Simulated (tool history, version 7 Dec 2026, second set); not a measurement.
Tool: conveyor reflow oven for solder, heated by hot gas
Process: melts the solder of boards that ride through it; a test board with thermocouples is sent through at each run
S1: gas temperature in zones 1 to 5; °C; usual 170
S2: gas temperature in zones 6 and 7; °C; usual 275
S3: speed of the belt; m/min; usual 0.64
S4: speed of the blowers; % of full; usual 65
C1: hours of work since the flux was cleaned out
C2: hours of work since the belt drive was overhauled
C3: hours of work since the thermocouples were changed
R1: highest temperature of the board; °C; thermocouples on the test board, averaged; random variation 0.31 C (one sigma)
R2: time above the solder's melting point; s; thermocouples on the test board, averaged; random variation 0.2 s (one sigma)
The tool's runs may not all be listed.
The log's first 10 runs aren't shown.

run   hour   S1   S2     S3  S4   C1   C2   C3     R1    R2
 11  159.8  170  275   0.64  65   16  235  347  249.5  38.5
 12  177.6  170  275   0.64  65   24  243  355  249.3  38.1
 13  190.5  170  275   0.64  65   30  248  360  249.3  37.9
 14  200.5  170  276   0.64  65   34  253  364  249.3  38.6
 15    212  170  275   0.64  65   39  258  369  248.9  37.8
 16  222.3  170  275  0.567  65   43  262  374  253.9  47.2
 17  235.6  181  283  0.534  81   49  268  380  268.6  60.5
 18  248.9  176  268  0.676  70   55  274  385  244.3  34.6
 19  269.4  170  275  0.765  82   64  283  394  247.2  30.6
 20  282.5  170  275  0.765  82   70  288  400  246.6  30.2
 21  293.6  170  275  0.765  82   74  293  405  247.1  30.3
 22  306.1  170  275  0.765  82   80  299  410  246.9  30.4
 23  314.7  170  275  0.765  82   84  302  414  246.6  30.3
 24  332.5  170  275   0.52  79   91  310  422  259.8  55.8
 25  353.5  170  275   0.52  79  100  319  431  259.6  55.6
 26  362.6  173  275   0.52  79  104  323  435  260.3  56.4

The next listed run, before its measurement:
 27  372.5  170  275  0.7  58  109  327  439   ?   ?

R1: 241.3 °C
R2: 28.9 s
Without the tool's hidden state the same run would have given R1 243.7 °C, R2 30.6 s.

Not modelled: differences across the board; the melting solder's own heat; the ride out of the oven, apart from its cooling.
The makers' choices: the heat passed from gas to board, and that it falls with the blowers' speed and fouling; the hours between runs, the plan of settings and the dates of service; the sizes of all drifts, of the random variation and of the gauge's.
